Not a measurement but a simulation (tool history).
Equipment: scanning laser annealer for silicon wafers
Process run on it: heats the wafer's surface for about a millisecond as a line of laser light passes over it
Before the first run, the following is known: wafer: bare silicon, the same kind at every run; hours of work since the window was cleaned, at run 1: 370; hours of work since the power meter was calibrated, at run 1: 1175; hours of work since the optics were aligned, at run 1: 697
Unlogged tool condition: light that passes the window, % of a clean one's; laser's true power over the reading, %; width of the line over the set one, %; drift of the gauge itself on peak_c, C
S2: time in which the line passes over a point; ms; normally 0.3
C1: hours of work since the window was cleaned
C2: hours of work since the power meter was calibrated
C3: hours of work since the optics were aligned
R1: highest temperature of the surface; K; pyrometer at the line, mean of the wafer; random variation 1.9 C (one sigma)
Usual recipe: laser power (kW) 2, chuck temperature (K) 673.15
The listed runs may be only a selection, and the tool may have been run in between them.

{"run": 1, "hour": 0.0, "laser power (kW)": 2, "S2": 0.3, "chuck temperature (K)": 673.15, "C1": 370, "C2": 1175, "C3": 697, "R1": 1472.15}
{"hour": 41.9, "done": "window over the wafer cleaned"}
{"run": 2, "hour": 57.7, "laser power (kW)": 2, "S2": 0.3, "chuck temperature (K)": 673.15, "C1": 8, "C2": 1205, "C3": 727, "R1": 1473.15}
{"hour": 109.6, "done": "optics aligned, line set to its width"}
{"run": 3, "hour": 134.3, "laser power (kW)": 2, "S2": 0.325, "chuck temperature (K)": 673.15, "C1": 46, "C2": 1242, "C3": 13, "R1": 1501.15}
{"run": 4, "hour": 199.4, "laser power (kW)": 2, "S2": 0.325, "chuck temperature (K)": 673.15, "C1": 80, "C2": 1276, "C3": 47, "R1": 1497.15}
{"run": 5, "hour": 276.8, "laser power (kW)": 2, "S2": 0.353, "chuck temperature (K)": 673.15, "C1": 120, "C2": 1317, "C3": 88, "R1": 1533.15}
{"run": 6, "hour": 347.9, "laser power (kW)": 2, "S2": 0.353, "chuck temperature (K)": 673.15, "C1": 158, "C2": 1354, "C3": 125, "R1": 1527.15}
{"run": 7, "hour": 399.5, "laser power (kW)": 2, "S2": 0.309, "chuck temperature (K)": 673.15, "C1": 185, "C2": 1381, "C3": 152, "R1": 1483.15}
{"run": 8, "hour": 485.8, "laser power (kW)": 2, "S2": 0.309, "chuck temperature (K)": 673.15, "C1": 230, "C2": 1426, "C3": 197, "R1": 1481.15}
{"run": 9, "hour": 572.8, "laser power (kW)": 2, "S2": 0.3, "chuck temperature (K)": 701.15, "C1": 275, "C2": 1472, "C3": 243, "R1": 1502.15}
{"run": 10, "hour": 636.3, "laser power (kW)": 1.843, "S2": 0.3, "chuck temperature (K)": 682.15, "C1": 309, "C2": 1505, "C3": 276, "R1": 1413.15}
{"run": 11, "hour": 696.9, "laser power (kW)": 1.843, "S2": 0.3, "chuck temperature (K)": 682.15, "C1": 340, "C2": 1537, "C3": 308, "R1": 1409.15}
{"run": 12, "hour": 747.1, "laser power (kW)": 1.965, "S2": 0.217, "chuck temperature (K)": 673.15, "C1": 367, "C2": 1563, "C3": 334, "R1": 1352.15}
{"hour": 798.0, "done": "window over the wafer cleaned"}
{"run": 13, "hour": 819.3, "laser power (kW)": 1.829, "S2": 0.304, "chuck temperature (K)": 668.15, "C1": 11, "C2": 1600, "C3": 371, "R1": 1392.15}
{"run": 14, "hour": 905.5, "laser power (kW)": 1.829, "S2": 0.304, "chuck temperature (K)": 668.15, "C1": 56, "C2": 1645, "C3": 416, "R1": 1395.15}
{"run": 15, "hour": 947.2, "laser power (kW)": 2.078, "S2": 0.349, "chuck temperature (K)": 649.15, "C1": 78, "C2": 1667, "C3": 438, "R1": 1539.15}
{"run": 16, "hour": 1017.0, "laser power (kW)": 2.078, "S2": 0.349, "chuck temperature (K)": 649.15, "C1": 115, "C2": 1703, "C3": 474, "R1": 1539.15}

Describe how what the log doesn't record of the tool's condition differs between the last listed run preceding each entry between runs and the first listed run following it.
After run 1, before run 2: window over the wafer cleaned (hour 41.9)
  light that passes the window, % of a clean one's: 99.91 -> 99.99
After run 2, before run 3: optics aligned, line set to its width (hour 109.6)
  light that passes the window, % of a clean one's: 99.99 -> 99.98; width of the line over the set one, %: 0.1 -> 0.01
After run 12, before run 13: window over the wafer cleaned (hour 798)
  light that passes the window, % of a clean one's: 99.89 -> 99.99
